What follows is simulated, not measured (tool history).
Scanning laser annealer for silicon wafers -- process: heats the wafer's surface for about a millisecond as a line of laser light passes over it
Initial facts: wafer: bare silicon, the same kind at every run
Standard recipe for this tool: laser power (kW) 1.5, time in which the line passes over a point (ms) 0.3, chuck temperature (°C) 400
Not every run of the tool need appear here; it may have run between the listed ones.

| run | hour | laser power (kW) | time in which the line passes over a point (ms) | chuck temperature (°C) | highest temperature of the surface (°C) |
|---|---|---|---|---|---|
| 1 | 0 | 1.5 | 0.3 | 400 | 1148 |
| 2 | 13.4 | 1.5 | 0.3 | 400 | 1147 |
| 3 | 34 | 1.5 | 0.3 | 400 | 1146 |
| 4 | 50.9 | 1.5 | 0.3 | 400 | 1140 |
| 5 | 76.2 | 1.434 | 0.3 | 400 | 1108 |
| 6 | 99.2 | 1.434 | 0.3 | 400 | 1108 |
| 7 | 115.6 | 1.434 | 0.3 | 400 | 1105 |
| 8 | 134.7 | 1.5 | 0.3 | 400 | 1142 |
| 9 | 162.6 | 1.5 | 0.3 | 400 | 1136 |
| 10 | 191.9 | 1.5 | 0.3 | 429 | 1167 |
| 11 | 206.2 | 1.5 | 0.3 | 429 | 1166 |
| 12 | 221.2 | 1.5 | 0.268 | 400 | 1098 |
| 13 | 236 | 1.5 | 0.3 | 400 | 1134 |
| 14 | 257.7 | 1.5 | 0.3 | 400 | 1132 |
| 15 | 272.3 | 1.428 | 0.3 | 400 | 1096 |
|  | 276.7 | window over the wafer cleaned |
| 16 | 300.2 | 1.432 | 0.3 | 400 | 1076 |
| 17 | 318.3 | 1.5 | 0.3 | 400 | 1109 |
| 18 | 349.3 | 1.5 | 0.3 | 400 | 1106 |
| 19 | 380.5 | 1.5 | 0.3 | 434 | 1139 |
| 20 | 395 | 1.5 | 0.3 | 400 | 1106 |
| 21 | 409.5 | 1.5 | 0.22 | 400 | 1009 |
| 22 | 427.2 | 1.5 | 0.251 | 410 | 1057 |
|  | 454.5 | window over the wafer cleaned, once more |
| 23 | 458.5 | 1.602 | 0.251 | 405 | 1160 |
| 24 | 474.2 | 1.5 | 0.285 | 377 | 1120 |
| 25 | 498.7 | 1.5 | 0.277 | 421 | 1156 |
| 26 | 527.9 | 1.336 | 0.236 | 421 | 1020 |
| 27 | 543.5 | 1.564 | 0.292 | 427 | 1212 |
| 28 | 575 | 1.499 | 0.225 | 422 | 1083 |
| 29 | 594.7 | 1.338 | 0.3 | 367 | 1034 |
| 30 | 621.2 | 1.338 | 0.3 | 367 | 1033 |
| 31 | 634 | 1.413 | 0.3 | 400 | 1104 |
| 32 | 654 | 1.316 | 0.308 | 417 | 1078 |
| 33 | 683.4 | 1.437 | 0.3 | 404 | 1121 |
| 34 | 701.6 | 1.437 | 0.3 | 404 | 1120 |
| 35 | 718.6 | 1.293 | 0.3 | 385 | 1017 |
| 36 | 732.5 | 1.385 | 0.369 | 430 | 1183 |
| 37 | 752.1 | 1.385 | 0.369 | 430 | 1179 |
| 38 | 777 | 1.385 | 0.369 | 439 | 1191 |
| 39 | 794.7 | 1.294 | 0.242 | 413 | 986 |
| 40 | 824.5 | 1.627 | 0.3 | 400 | 1210 |
| 41 | 849.9 | 1.627 | 0.3 | 400 | 1209 |

Selected run-to-run steps in highest temperature of the surface (°C), each split into two signed amounts: the part the tool would show with no hidden state at all (from settings, incoming material and random variation), and the remainder, which goes to the hidden state together with any gauge scatter not common to the measured and the hidden-state-free results:
The tool's hidden condition here consists of: light that passes the window, % of a clean one's; laser's true power over the reading, %; width of the line over the set one, %; drift of the gauge itself on peak_c, C.
Run 15 -> 16: laser power (kW) 1.428 -> 1.432, window over the wafer cleaned. highest temperature of the surface (°C) -20: hidden state -21, all else +1.
Run 22 -> 23: laser power (kW) 1.5 -> 1.602, chuck temperature (°C) 410 -> 405, window over the wafer cleaned, once more. highest temperature of the surface (°C) +103: hidden state +51, all else +52.
Run 26 -> 27: laser power (kW) 1.336 -> 1.564, time in which the line passes over a point (ms) 0.236 -> 0.292, chuck temperature (°C) 421 -> 427. highest temperature of the surface (°C) +192: hidden state -3, all else +195.
Run 38 -> 39: laser power (kW) 1.385 -> 1.294, time in which the line passes over a point (ms) 0.369 -> 0.242, chuck temperature (°C) 439 -> 413. highest temperature of the surface (°C) -205: hidden state +5, all else -210.
Run 39 -> 40: laser power (kW) 1.294 -> 1.627, time in which the line passes over a point (ms) 0.242 -> 0.3, chuck temperature (°C) 413 -> 400. highest temperature of the surface (°C) +224: hidden state -10, all else +234.

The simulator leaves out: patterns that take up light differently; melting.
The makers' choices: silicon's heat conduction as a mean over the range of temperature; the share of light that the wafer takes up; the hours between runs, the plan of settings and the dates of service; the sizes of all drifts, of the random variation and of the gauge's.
